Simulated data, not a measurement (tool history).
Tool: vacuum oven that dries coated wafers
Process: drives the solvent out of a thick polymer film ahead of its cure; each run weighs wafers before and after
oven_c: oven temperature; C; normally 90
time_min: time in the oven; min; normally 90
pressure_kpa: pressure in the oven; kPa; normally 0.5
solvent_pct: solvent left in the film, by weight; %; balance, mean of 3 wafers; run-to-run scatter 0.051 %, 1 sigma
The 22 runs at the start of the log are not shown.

| run | hour | oven_c | time_min | pressure_kpa | solvent_pct |
|---|---|---|---|---|---|
| 23 | 1009.8 | 83 | 90 | 0.5 | 3.63 |
| 24 | 1067 | 83 | 90 | 0.5 | 3.62 |
| 25 | 1119.6 | 90 | 144 | 0.5 | 0.49 |
| 26 | 1176.7 | 96 | 128 | 0.264 | 0.25 |
| 27 | 1216.7 | 88 | 144 | 1.604 | 1.09 |
| 28 | 1263 | 80 | 146 | 0.5 | 2.42 |
| 29 | 1325.2 | 89 | 90 | 0.69 | 1.69 |
| 30 | 1355.6 | 89 | 90 | 0.69 | 1.68 |
| 31 | 1415.8 | 90 | 53 | 0.87 | 4.15 |
|  | 1421.9 | vacuum gauge cleaned of residue and calibrated |
| 32 | 1479.2 | 94 | 90 | 0.602 | 0.94 |
| 33 | 1529.9 | 90 | 102 | 0.413 | 1.2 |
|  | 1542.4 | vacuum gauge cleaned of residue and calibrated, once more |
| 34 | 1587.2 | 90 | 102 | 0.413 | 0.99 |
| 35 | 1616.8 | 85 | 50 | 0.264 | 6.64 |
| 36 | 1650.3 | 99 | 90 | 0.5 | 0.25 |
| 37 | 1703.6 | 104 | 121 | 0.494 | 0.04 |
| 38 | 1734 | 104 | 121 | 0.494 | 0.14 |
| 39 | 1769.9 | 98 | 121 | 0.494 | 0.21 |
| 40 | 1814.7 | 98 | 121 | 0.59 | 0.13 |
| 41 | 1870.6 | 98 | 121 | 0.59 | 0.17 |
| 42 | 1911.1 | 86 | 57 | 1.121 | 5.65 |
| 43 | 1967.8 | 86 | 57 | 0.282 | 5.44 |
| 44 | 2026.7 | 90 | 95 | 0.5 | 1.35 |
| 45 | 2067.7 | 90 | 95 | 0.799 | 1.49 |
| 46 | 2119 | 90 | 64 | 0.5 | 3.07 |
|  | 2175.5 | oven's thermocouples calibrated |
| 47 | 2176.4 | 90 | 64 | 0.5 | 2.35 |

Predict each of these 3 candidate next runs independently; none follows another, all start after run 47:
| A | 2227.3 | 105 | 64 | 0.5 | ? |
| B | 2227.3 | 90 | 78 | 0.5 | ? |
| C | 2227.3 | 90 | 61 | 0.5 | ? |

| run | solvent_pct |
|---|---|
| A | 0.15 |
| B | 1.52 |
| C | 2.64 |
Stripped of hidden state, with their random variation kept, the same runs would have yielded:
| run | solvent_pct |
|---|---|
| A | 0.1 |
| B | 1.34 |
| C | 2.41 |
